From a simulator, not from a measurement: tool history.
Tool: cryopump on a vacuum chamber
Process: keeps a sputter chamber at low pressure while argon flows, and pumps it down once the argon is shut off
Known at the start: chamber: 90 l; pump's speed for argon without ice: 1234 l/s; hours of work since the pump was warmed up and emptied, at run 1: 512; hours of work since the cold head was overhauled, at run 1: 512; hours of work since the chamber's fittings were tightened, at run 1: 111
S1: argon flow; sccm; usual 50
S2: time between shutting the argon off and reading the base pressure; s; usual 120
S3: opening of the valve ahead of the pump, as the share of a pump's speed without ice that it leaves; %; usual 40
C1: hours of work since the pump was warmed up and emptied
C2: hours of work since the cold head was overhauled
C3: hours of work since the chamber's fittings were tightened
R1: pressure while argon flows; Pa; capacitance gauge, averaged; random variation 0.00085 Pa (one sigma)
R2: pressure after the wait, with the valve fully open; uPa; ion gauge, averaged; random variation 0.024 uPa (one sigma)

run 1 day=0 | S1=50 S2=120 S3=40 | C1=512 C2=512 C3=111 | R1=0.1941 R2=1.26
run 2 day=0.667 | S1=50 S2=120 S3=40 | C1=524 C2=524 C3=123 | R1=0.1943 R2=1.3
run 3 day=1.583 | S1=27 S2=120 S3=40 | C1=539 C2=539 C3=138 | R1=0.1054 R2=1.31
run 4 day=2.246 | S1=50 S2=120 S3=40 | C1=551 C2=551 C3=149 | R1=0.1938 R2=1.39
run 5 day=2.929 | S1=50 S2=120 S3=40 | C1=562 C2=562 C3=161 | R1=0.1957 R2=1.46
run 6 day=3.496 | S1=50 S2=120 S3=40 | C1=572 C2=572 C3=171 | R1=0.1957 R2=1.47
run 7 day=4.075 | S1=50 S2=120 S3=40 | C1=582 C2=582 C3=181 | R1=0.1966 R2=1.53
run 8 day=5.029 | S1=60 S2=120 S3=40 | C1=598 C2=598 C3=197 | R1=0.2374 R2=1.59
run 9 day=5.717 | S1=60 S2=120 S3=40 | C1=610 C2=610 C3=209 | R1=0.2398 R2=1.64
run 10 day=6.788 | S1=60 S2=120 S3=40 | C1=628 C2=628 C3=227 | R1=0.2392 R2=1.75
-- day=7.912 pump warmed up, emptied and cooled again
run 11 day=8.125 | S1=60 S2=120 S3=40 | C1=4 C2=647 C3=246 | R1=0.206 R2=1.43
run 12 day=8.779 | S1=50 S2=120 S3=45 | C1=15 C2=658 C3=257 | R1=0.1541 R2=1.5
run 13 day=9.567 | S1=50 S2=120 S3=45 | C1=28 C2=672 C3=271 | R1=0.155 R2=1.52
run 14 day=10.683 | S1=50 S2=120 S3=45 | C1=47 C2=691 C3=290 | R1=0.1544 R2=1.65
run 15 day=11.483 | S1=50 S2=120 S3=40 | C1=61 C2=705 C3=303 | R1=0.1737 R2=1.61
run 16 day=12.625 | S1=50 S2=163 S3=40 | C1=80 C2=724 C3=323 | R1=0.1749 R2=1.55
run 17 day=13.783 | S1=33 S2=120 S3=40 | C1=100 C2=744 C3=343 | R1=0.1169 R2=1.81
run 18 day=14.75 | S1=93 S2=143 S3=40 | C1=117 C2=760 C3=359 | R1=0.3258 R2=1.69
run 19 day=15.475 | S1=93 S2=143 S3=40 | C1=129 C2=773 C3=372 | R1=0.3293 R2=1.7
run 20 day=16.629 | S1=93 S2=143 S3=40 | C1=149 C2=792 C3=391 | R1=0.3316 R2=1.81
run 21 day=17.129 | S1=93 S2=143 S3=40 | C1=157 C2=801 C3=400 | R1=0.3311 R2=1.78
run 22 day=18.208 | S1=45 S2=192 S3=47 | C1=176 C2=819 C3=418 | R1=0.1386 R2=1.76
run 23 day=19.275 | S1=45 S2=192 S3=26 | C1=194 C2=838 C3=436 | R1=0.2444 R2=1.84
run 24 day=19.854 | S1=70 S2=192 S3=17 | C1=204 C2=847 C3=446 | R1=0.5786 R2=1.91
run 25 day=20.808 | S1=70 S2=73 S3=50 | C1=220 C2=864 C3=463 | R1=0.2043 R2=2.55
run 26 day=21.792 | S1=70 S2=73 S3=50 | C1=237 C2=880 C3=479 | R1=0.2053 R2=2.63
run 27 day=22.562 | S1=70 S2=73 S3=50 | C1=250 C2=894 C3=493 | R1=0.2069 R2=2.67
run 28 day=23.267 | S1=70 S2=73 S3=50 | C1=262 C2=906 C3=505 | R1=0.2097 R2=2.7
run 29 day=24.062 | S1=28 S2=33 S3=40 | C1=276 C2=919 C3=518 | R1=0.1022 R2=3.96

4 ways to go on from here, each from the tool as it stands after run 29. What would each give?
run A day=24.888 | S1=50 S2=162 S3=43 | C1=290 C2=933 C3=532 | R1=? R2=?
run B day=24.888 | S1=28 S2=97 S3=40 | C1=290 C2=933 C3=532 | R1=? R2=?
run C day=24.888 | S1=28 S2=104 S3=25 | C1=290 C2=933 C3=532 | R1=? R2=?
run D day=24.888 | S1=62 S2=145 S3=22 | C1=290 C2=933 C3=532 | R1=? R2=?

run=A R1=0.1688 R2=2.23
run=B R1=0.1026 R2=2.59
run=C R1=0.161 R2=2.52
run=D R1=0.4025 R2=2.34
Without the tool's hidden state the same runs would have given:
run=A R1=0.1565 R2=0.7
run=B R1=0.0956 R2=1
run=C R1=0.154 R2=0.94
run=D R1=0.387 R2=0.77
